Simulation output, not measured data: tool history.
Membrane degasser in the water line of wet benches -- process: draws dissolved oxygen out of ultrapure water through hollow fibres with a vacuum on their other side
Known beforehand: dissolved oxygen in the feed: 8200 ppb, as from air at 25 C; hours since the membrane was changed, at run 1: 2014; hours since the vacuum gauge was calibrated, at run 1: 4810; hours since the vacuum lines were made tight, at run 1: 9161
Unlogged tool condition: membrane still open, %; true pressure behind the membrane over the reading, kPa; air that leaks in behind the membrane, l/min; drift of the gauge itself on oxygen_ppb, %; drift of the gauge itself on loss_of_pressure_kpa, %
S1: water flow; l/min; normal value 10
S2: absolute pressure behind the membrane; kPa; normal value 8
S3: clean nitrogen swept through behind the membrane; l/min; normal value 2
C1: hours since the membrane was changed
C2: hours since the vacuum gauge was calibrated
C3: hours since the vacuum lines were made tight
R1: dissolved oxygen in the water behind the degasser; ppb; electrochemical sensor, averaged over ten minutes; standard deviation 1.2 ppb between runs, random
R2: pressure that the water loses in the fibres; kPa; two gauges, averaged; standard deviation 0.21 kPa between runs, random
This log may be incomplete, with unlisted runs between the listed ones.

| run | day | S1 | S2 | S3 | C1 | C2 | C3 | R1 | R2 |
|---|---|---|---|---|---|---|---|---|---|
| 1 | 0 | 10 | 8 | 2 | 2014 | 4810 | 9161 | 122.1 | 51.06 |
| 2 | 1.404 | 10 | 8 | 2 | 2047 | 4844 | 9195 | 121.2 | 51.06 |
| 3 | 3.388 | 10 | 8 | 2 | 2095 | 4891 | 9243 | 120.9 | 50.66 |
| 4 | 4.838 | 10 | 8 | 2 | 2130 | 4926 | 9277 | 122.2 | 51.12 |
| 5 | 6.521 | 10 | 8 | 2 | 2170 | 4967 | 9318 | 123 | 51.03 |
| 6 | 7.717 | 10 | 8 | 2 | 2199 | 4995 | 9346 | 123.2 | 51.05 |
| 7 | 8.888 | 10 | 8 | 2 | 2227 | 5023 | 9375 | 124.5 | 50.8 |
| 8 | 10.646 | 10 | 8 | 0.94 | 2269 | 5066 | 9417 | 185.9 | 51.42 |
| 9 | 11.908 | 10 | 8 | 0.94 | 2299 | 5096 | 9447 | 185.9 | 50.85 |
|  | 12.138 | vacuum gauge calibrated |
| 10 | 12.9 | 10 | 8 | 1.19 | 2323 | 18 | 9470 | 161.3 | 50.89 |
| 11 | 15.154 | 10 | 8 | 2 | 2377 | 72 | 9525 | 121.7 | 51.43 |
| 12 | 17.454 | 10 | 8 | 1.2 | 2432 | 128 | 9580 | 160.1 | 51.1 |
| 13 | 19.029 | 10 | 8 | 1.2 | 2470 | 165 | 9617 | 159.5 | 51 |
| 14 | 20.388 | 10 | 8 | 2 | 2502 | 198 | 9650 | 124.3 | 51.19 |
| 15 | 22.267 | 10 | 8 | 2 | 2547 | 243 | 9695 | 123.7 | 51.23 |
|  | 23.075 | vacuum gauge calibrated, once more |
| 16 | 24.083 | 13 | 8 | 2 | 2591 | 24 | 9738 | 219.7 | 66.14 |
| 17 | 25.821 | 13 | 8 | 2 | 2632 | 66 | 9780 | 218.5 | 66.4 |
| 18 | 26.821 | 14 | 10.08 | 2.84 | 2656 | 90 | 9804 | 266.1 | 71.33 |
| 19 | 27.921 | 14 | 10.08 | 2.84 | 2683 | 116 | 9830 | 262.2 | 71.87 |
| 20 | 29.883 | 11 | 11.95 | 0.91 | 2730 | 163 | 9877 | 321.7 | 56.39 |
| 21 | 31.854 | 11 | 11.95 | 0.91 | 2777 | 211 | 9925 | 331.4 | 56.5 |
| 22 | 33.175 | 12 | 8 | 1.94 | 2809 | 242 | 9956 | 183 | 61.57 |
| 23 | 35.504 | 12 | 8 | 1.94 | 2865 | 298 | 10012 | 187.3 | 61.62 |
| 24 | 37.862 | 8 | 10.9 | 2 | 2921 | 355 | 10069 | 103.3 | 40.98 |
| 25 | 40.196 | 8 | 10.9 | 2 | 2977 | 411 | 10125 | 101.6 | 40.85 |
| 26 | 41.588 | 10 | 11.98 | 2 | 3011 | 444 | 10158 | 169.5 | 51.5 |
| 27 | 43.529 | 12 | 8 | 5.68 | 3057 | 491 | 10205 | 141.2 | 61.85 |
| 28 | 45.508 | 12 | 8 | 5.68 | 3105 | 538 | 10252 | 142.7 | 61.88 |
| 29 | 47.321 | 14 | 8.63 | 1.03 | 3148 | 582 | 10296 | 338.9 | 72.15 |
| 30 | 48.921 | 8 | 5.97 | 1.82 | 3187 | 620 | 10334 | 57 | 40.92 |
| 31 | 50.738 | 12 | 10.09 | 4.18 | 3230 | 664 | 10378 | 165.3 | 61.79 |
| 32 | 52.983 | 12 | 10.09 | 4.18 | 3284 | 718 | 10432 | 163.9 | 61.5 |

For each entry between runs, how does the tool's hidden state at the last listed run before it compare with that at the first listed run after it?
Logged between run 9 and run 10: vacuum gauge calibrated (day 12.138)
  true pressure behind the membrane over the reading, kPa: 0.24 -> 0.27; air that leaks in behind the membrane, l/min: 0.0086 -> 0.0087
  the result without the hidden state subtracted from the measured one, R1: +12 -> +11.2 ppb; R2: +0.76 -> +0.76 kPa
Logged between run 15 and run 16: vacuum gauge calibrated, once more (day 23.075)
  membrane still open, %: 98.4 -> 98.3; true pressure behind the membrane over the reading, kPa: 0.28 -> -0.01; air that leaks in behind the membrane, l/min: 0.0088 -> 0.0089
  the result without the hidden state subtracted from the measured one, R1: +9.3 -> +10.4 ppb; R2: +0.85 -> +1.11 kPa
